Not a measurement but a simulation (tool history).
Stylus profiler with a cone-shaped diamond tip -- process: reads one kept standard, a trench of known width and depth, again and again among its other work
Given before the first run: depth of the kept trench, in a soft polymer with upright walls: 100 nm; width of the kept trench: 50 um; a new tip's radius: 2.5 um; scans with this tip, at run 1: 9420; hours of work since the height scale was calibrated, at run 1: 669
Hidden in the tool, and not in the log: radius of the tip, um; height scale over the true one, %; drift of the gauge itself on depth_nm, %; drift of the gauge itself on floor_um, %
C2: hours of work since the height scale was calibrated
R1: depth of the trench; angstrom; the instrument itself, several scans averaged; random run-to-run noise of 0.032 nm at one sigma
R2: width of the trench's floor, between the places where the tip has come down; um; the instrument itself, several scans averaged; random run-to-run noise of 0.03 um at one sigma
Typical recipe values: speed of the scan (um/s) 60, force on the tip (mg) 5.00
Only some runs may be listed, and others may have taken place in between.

run 1 hour=0.0 | speed_of_the_scan_(um/s)=60 force_on_the_tip_(mg)=5.00 | scans_with_this_tip=9420 C2=669 | R1=1013.1 R2=47.96
run 2 hour=9.0 | speed_of_the_scan_(um/s)=37 force_on_the_tip_(mg)=5.00 | scans_with_this_tip=9484 C2=674 | R1=1012.6 R2=48.02
run 3 hour=25.4 | speed_of_the_scan_(um/s)=73 force_on_the_tip_(mg)=5.00 | scans_with_this_tip=9599 C2=682 | R1=1012.9 R2=47.90
run 4 hour=37.6 | speed_of_the_scan_(um/s)=73 force_on_the_tip_(mg)=5.00 | scans_with_this_tip=9684 C2=688 | R1=1013.5 R2=47.87
run 5 hour=49.1 | speed_of_the_scan_(um/s)=60 force_on_the_tip_(mg)=5.00 | scans_with_this_tip=9765 C2=694 | R1=1013.2 R2=47.90
run 6 hour=62.3 | speed_of_the_scan_(um/s)=60 force_on_the_tip_(mg)=5.00 | scans_with_this_tip=9858 C2=701 | R1=1013.0 R2=47.89
run 7 hour=74.8 | speed_of_the_scan_(um/s)=60 force_on_the_tip_(mg)=5.00 | scans_with_this_tip=9946 C2=707 | R1=1012.9 R2=47.96
run 8 hour=90.3 | speed_of_the_scan_(um/s)=60 force_on_the_tip_(mg)=5.43 | scans_with_this_tip=10055 C2=714 | R1=1013.8 R2=47.92
run 9 hour=99.4 | speed_of_the_scan_(um/s)=60 force_on_the_tip_(mg)=5.00 | scans_with_this_tip=10118 C2=719 | R1=1013.8 R2=47.89
run 10 hour=111.3 | speed_of_the_scan_(um/s)=60 force_on_the_tip_(mg)=5.00 | scans_with_this_tip=10202 C2=725 | R1=1013.4 R2=47.89
run 11 hour=123.9 | speed_of_the_scan_(um/s)=60 force_on_the_tip_(mg)=5.00 | scans_with_this_tip=10290 C2=731 | R1=1013.2 R2=47.86
run 12 hour=134.3 | speed_of_the_scan_(um/s)=60 force_on_the_tip_(mg)=5.00 | scans_with_this_tip=10363 C2=736 | R1=1013.3 R2=47.84
run 13 hour=145.1 | speed_of_the_scan_(um/s)=60 force_on_the_tip_(mg)=5.00 | scans_with_this_tip=10440 C2=742 | R1=1013.9 R2=47.90
run 14 hour=153.6 | speed_of_the_scan_(um/s)=60 force_on_the_tip_(mg)=5.00 | scans_with_this_tip=10499 C2=746 | R1=1013.8 R2=47.88
run 15 hour=162.7 | speed_of_the_scan_(um/s)=43 force_on_the_tip_(mg)=5.00 | scans_with_this_tip=10563 C2=751 | R1=1013.7 R2=47.92
run 16 hour=173.6 | speed_of_the_scan_(um/s)=43 force_on_the_tip_(mg)=5.00 | scans_with_this_tip=10639 C2=756 | R1=1013.5 R2=47.84
run 17 hour=187.2 | speed_of_the_scan_(um/s)=240 force_on_the_tip_(mg)=3.38 | scans_with_this_tip=10735 C2=763 | R1=1010.9 R2=47.15
run 18 hour=195.1 | speed_of_the_scan_(um/s)=29 force_on_the_tip_(mg)=11.74 | scans_with_this_tip=10790 C2=767 | R1=1021.1 R2=47.99
run 19 hour=209.1 | speed_of_the_scan_(um/s)=60 force_on_the_tip_(mg)=7.74 | scans_with_this_tip=10889 C2=774 | R1=1017.4 R2=47.85
run 20 hour=225.8 | speed_of_the_scan_(um/s)=60 force_on_the_tip_(mg)=5.00 | scans_with_this_tip=11006 C2=782 | R1=1012.9 R2=47.84
run 21 hour=235.7 | speed_of_the_scan_(um/s)=47 force_on_the_tip_(mg)=13.06 | scans_with_this_tip=11076 C2=787 | R1=1023.6 R2=47.97
run 22 hour=243.0 | speed_of_the_scan_(um/s)=47 force_on_the_tip_(mg)=8.03 | scans_with_this_tip=11127 C2=791 | R1=1017.7 R2=47.94
-- hour=259.2 new tip fitted, height scale calibrated
run 23 hour=261.9 | speed_of_the_scan_(um/s)=59 force_on_the_tip_(mg)=8.12 | scans_with_this_tip=20 C2=1 | R1=1014.5 R2=48.44
run 24 hour=276.0 | speed_of_the_scan_(um/s)=59 force_on_the_tip_(mg)=8.12 | scans_with_this_tip=118 C2=8 | R1=1014.5 R2=48.43
run 25 hour=291.9 | speed_of_the_scan_(um/s)=59 force_on_the_tip_(mg)=8.12 | scans_with_this_tip=230 C2=16 | R1=1014.9 R2=48.39
run 26 hour=304.3 | speed_of_the_scan_(um/s)=149 force_on_the_tip_(mg)=7.52 | scans_with_this_tip=317 C2=23 | R1=1014.1 R2=48.22
run 27 hour=311.6 | speed_of_the_scan_(um/s)=139 force_on_the_tip_(mg)=7.52 | scans_with_this_tip=369 C2=26 | R1=1014.1 R2=48.14
run 28 hour=322.9 | speed_of_the_scan_(um/s)=122 force_on_the_tip_(mg)=1.98 | scans_with_this_tip=448 C2=32 | R1=1005.9 R2=47.92
run 29 hour=330.6 | speed_of_the_scan_(um/s)=221 force_on_the_tip_(mg)=11.18 | scans_with_this_tip=502 C2=36 | R1=1018.6 R2=48.08
run 30 hour=339.6 | speed_of_the_scan_(um/s)=221 force_on_the_tip_(mg)=11.18 | scans_with_this_tip=565 C2=40 | R1=1018.2 R2=48.10
run 31 hour=351.3 | speed_of_the_scan_(um/s)=60 force_on_the_tip_(mg)=2.67 | scans_with_this_tip=648 C2=46 | R1=1007.0 R2=48.29
run 32 hour=364.2 | speed_of_the_scan_(um/s)=31 force_on_the_tip_(mg)=3.66 | scans_with_this_tip=738 C2=52 | R1=1009.1 R2=48.44

Below are 5 alternative next runs, each starting from the tool's condition after run 32. Predict each:
run A hour=380.1 | speed_of_the_scan_(um/s)=32 force_on_the_tip_(mg)=13.00 | scans_with_this_tip=850 C2=60 | R1=? R2=?
run B hour=380.1 | speed_of_the_scan_(um/s)=60 force_on_the_tip_(mg)=13.51 | scans_with_this_tip=850 C2=60 | R1=? R2=?
run C hour=380.1 | speed_of_the_scan_(um/s)=44 force_on_the_tip_(mg)=3.66 | scans_with_this_tip=850 C2=60 | R1=? R2=?
run D hour=380.1 | speed_of_the_scan_(um/s)=47 force_on_the_tip_(mg)=3.83 | scans_with_this_tip=850 C2=60 | R1=? R2=?
run E hour=380.1 | speed_of_the_scan_(um/s)=122 force_on_the_tip_(mg)=5.00 | scans_with_this_tip=850 C2=60 | R1=? R2=?

run=A R1=1020.4 R2=48.46
run=B R1=1020.6 R2=48.42
run=C R1=1008.3 R2=48.34
run=D R1=1008.8 R2=48.31
run=E R1=1011.2 R2=48.12
Without the tool's hidden state the same runs would have given:
run=A R1=1020.3 R2=48.53
run=B R1=1020.5 R2=48.49
run=C R1=1008.2 R2=48.41
run=D R1=1008.7 R2=48.38
run=E R1=1011.1 R2=48.20

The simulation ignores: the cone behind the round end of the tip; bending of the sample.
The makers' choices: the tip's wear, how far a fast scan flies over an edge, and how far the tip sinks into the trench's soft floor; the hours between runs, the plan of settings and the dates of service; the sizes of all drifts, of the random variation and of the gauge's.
